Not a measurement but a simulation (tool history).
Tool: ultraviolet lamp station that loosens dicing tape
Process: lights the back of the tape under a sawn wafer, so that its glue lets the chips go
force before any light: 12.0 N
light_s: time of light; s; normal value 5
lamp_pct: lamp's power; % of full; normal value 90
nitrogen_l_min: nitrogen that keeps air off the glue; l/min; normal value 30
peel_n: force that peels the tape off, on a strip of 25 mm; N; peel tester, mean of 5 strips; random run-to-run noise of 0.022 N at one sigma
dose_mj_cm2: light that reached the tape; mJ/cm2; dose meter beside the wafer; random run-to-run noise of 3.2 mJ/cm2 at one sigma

run,hour,light_s,lamp_pct,nitrogen_l_min,peel_n,dose_mj_cm2
1,0.0,5,90,30,1.624,406
2,12.2,5,90,30,1.649,409
3,26.3,2,90,30,5.325,158
4,35.2,2,90,30,5.557,161
5,43.2,2,90,30,5.529,160
6,56.5,2,90,30,5.517,159
7,70.6,2,80,30,6.053,139
8,81.9,5,90,30,1.773,395
9,94.4,5,90,30,1.735,394
10,101.8,5,90,19,2.487,398
11,113.0,5,90,19,2.468,389
12,127.5,5,80,30,2.165,346
13,138.0,5,80,30,2.167,342
14,144.4,5,80,30,2.200,344
15,151.0,5,80,30,2.196,340
16,163.8,5,80,30,2.296,341
17,176.0,5,80,30,2.264,338
18,185.4,5,80,35,2.068,340
19,195.7,5,90,30,1.886,377
20,202.6,5,90,30,1.880,382
21,213.5,5,90,30,1.935,373
22,223.3,5,90,30,1.903,382
23,237.5,3,68,14,6.486,170
24,249.2,3,82,12,6.108,199
25,262.5,3,82,12,6.049,200
26,271.1,5,68,12,4.689,278
27,279.1,3,87,27,4.388,215
28,288.8,4,83,13,4.712,270
29,298.6,4,83,13,4.699,267
30,309.8,5,78,12,4.223,310
31,320.7,5,67,11,5.059,270
32,335.0,4,90,30,2.964,288
33,346.6,7,86,12,2.422,474
34,353.3,3,86,11,5.943,207
35,366.9,3,77,30,4.898,182
36,373.2,7,73,30,1.651,399
37,381.3,8,73,12,2.681,453
38,392.6,4,85,17,4.322,267
39,399.2,8,77,23,1.496,483
40,408.0,8,77,23,1.546,477
41,421.8,5,74,30,2.874,291
42,431.3,5,74,30,2.899,282
43,443.0,5,83,30,2.450,321
# hour 452.2: window cleaned of glue's vapour
44,457.6,2,98,18,6.199,176

Results for each run, recomputed without the tool's hidden state and with each run's random variation untouched:
What the log doesn't record here: lamp's light, % of a new lamp's; light that the window lets through, % of a clean one's; drift of the gauge itself on peel_n, %; drift of the gauge itself on dose_mj_cm2, %.
run,peel_n,dose_mj_cm2
1,1.033,507
2,1.043,514
3,4.327,200
4,4.504,204
5,4.471,203
6,4.446,203
7,4.975,179
8,1.070,507
9,1.041,507
10,1.597,515
11,1.570,506
12,1.328,453
13,1.320,449
14,1.332,453
15,1.329,449
16,1.378,453
17,1.349,450
18,1.195,453
19,1.057,506
20,1.050,513
21,1.071,504
22,1.047,516
23,5.217,231
24,4.768,274
25,4.706,275
26,3.317,384
27,2.999,297
28,3.306,375
29,3.278,373
30,2.808,435
31,3.583,379
32,1.696,407
33,1.299,673
34,4.507,294
35,3.332,260
36,0.776,572
37,1.436,654
38,2.764,386
39,0.663,699
40,0.687,695
41,1.545,423
42,1.555,414
43,1.224,473
44,5.063,227
